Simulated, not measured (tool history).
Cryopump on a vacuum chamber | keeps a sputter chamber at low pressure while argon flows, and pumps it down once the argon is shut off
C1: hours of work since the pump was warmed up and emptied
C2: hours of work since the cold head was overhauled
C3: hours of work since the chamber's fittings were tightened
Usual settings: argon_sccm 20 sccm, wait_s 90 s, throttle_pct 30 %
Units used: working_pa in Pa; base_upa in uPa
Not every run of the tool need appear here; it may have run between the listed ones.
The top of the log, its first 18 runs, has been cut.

run 19 hour=316.2 | argon_sccm=34 wait_s=85 throttle_pct=18 | C1=447 C2=447 C3=565 | working_pa=0.168 base_upa=1.39
run 20 hour=340.3 | argon_sccm=20 wait_s=90 throttle_pct=52 | C1=463 C2=463 C3=580 | working_pa=0.0388 base_upa=1.39
run 21 hour=354.6 | argon_sccm=20 wait_s=90 throttle_pct=52 | C1=472 C2=472 C3=590 | working_pa=0.0387 base_upa=1.4
run 22 hour=373.2 | argon_sccm=20 wait_s=90 throttle_pct=52 | C1=484 C2=484 C3=602 | working_pa=0.0383 base_upa=1.42
-- hour=387 pump warmed up, emptied and cooled again
run 23 hour=400.2 | argon_sccm=21 wait_s=90 throttle_pct=22 | C1=9 C2=499 C3=616 | working_pa=0.0795 base_upa=1.15
run 24 hour=415.5 | argon_sccm=19 wait_s=90 throttle_pct=30 | C1=18 C2=509 C3=626 | working_pa=0.0545 base_upa=1.2
run 25 hour=440.8 | argon_sccm=19 wait_s=90 throttle_pct=30 | C1=35 C2=525 C3=642 | working_pa=0.0529 base_upa=1.14
run 26 hour=463 | argon_sccm=30 wait_s=90 throttle_pct=33 | C1=49 C2=539 C3=657 | working_pa=0.0773 base_upa=1.18
run 27 hour=484.4 | argon_sccm=27 wait_s=69 throttle_pct=48 | C1=63 C2=553 C3=670 | working_pa=0.0473 base_upa=1.37
run 28 hour=504.2 | argon_sccm=27 wait_s=69 throttle_pct=48 | C1=76 C2=566 C3=683 | working_pa=0.0475 base_upa=1.33
run 29 hour=518.4 | argon_sccm=30 wait_s=23 throttle_pct=19 | C1=85 C2=575 C3=692 | working_pa=0.1344 base_upa=2.32
run 30 hour=532.5 | argon_sccm=18 wait_s=23 throttle_pct=39 | C1=94 C2=584 C3=702 | working_pa=0.0391 base_upa=2.24
run 31 hour=545.5 | argon_sccm=26 wait_s=90 throttle_pct=18 | C1=103 C2=593 C3=710 | working_pa=0.1195 base_upa=1.27
run 32 hour=568.9 | argon_sccm=26 wait_s=90 throttle_pct=18 | C1=118 C2=608 C3=725 | working_pa=0.1227 base_upa=1.36
run 33 hour=589.8 | argon_sccm=10 wait_s=59 throttle_pct=30 | C1=131 C2=621 C3=739 | working_pa=0.0287 base_upa=1.55

5 ways to go on from here, each from the tool as it stands after run 33. What would each give?
run A hour=601.7 | argon_sccm=10 wait_s=139 throttle_pct=24 | C1=139 C2=629 C3=746 | working_pa=? base_upa=?
run B hour=601.7 | argon_sccm=14 wait_s=27 throttle_pct=30 | C1=139 C2=629 C3=746 | working_pa=? base_upa=?
run C hour=601.7 | argon_sccm=23 wait_s=144 throttle_pct=19 | C1=139 C2=629 C3=746 | working_pa=? base_upa=?
run D hour=601.7 | argon_sccm=17 wait_s=90 throttle_pct=30 | C1=139 C2=629 C3=746 | working_pa=? base_upa=?
run E hour=601.7 | argon_sccm=27 wait_s=42 throttle_pct=24 | C1=139 C2=629 C3=746 | working_pa=? base_upa=?

run=A working_pa=0.0355 base_upa=1.28
run=B working_pa=0.0403 base_upa=2.18
run=C working_pa=0.1023 base_upa=1.2
run=D working_pa=0.048 base_upa=1.36
run=E working_pa=0.0966 base_upa=1.74
Stripped of hidden state, with their random variation kept, the same runs would have yielded:
run=A working_pa=0.0346 base_upa=0.4
run=B working_pa=0.0391 base_upa=1.29
run=C working_pa=0.1003 base_upa=0.34
run=D working_pa=0.0466 base_upa=0.48
run=E working_pa=0.0944 base_upa=0.87

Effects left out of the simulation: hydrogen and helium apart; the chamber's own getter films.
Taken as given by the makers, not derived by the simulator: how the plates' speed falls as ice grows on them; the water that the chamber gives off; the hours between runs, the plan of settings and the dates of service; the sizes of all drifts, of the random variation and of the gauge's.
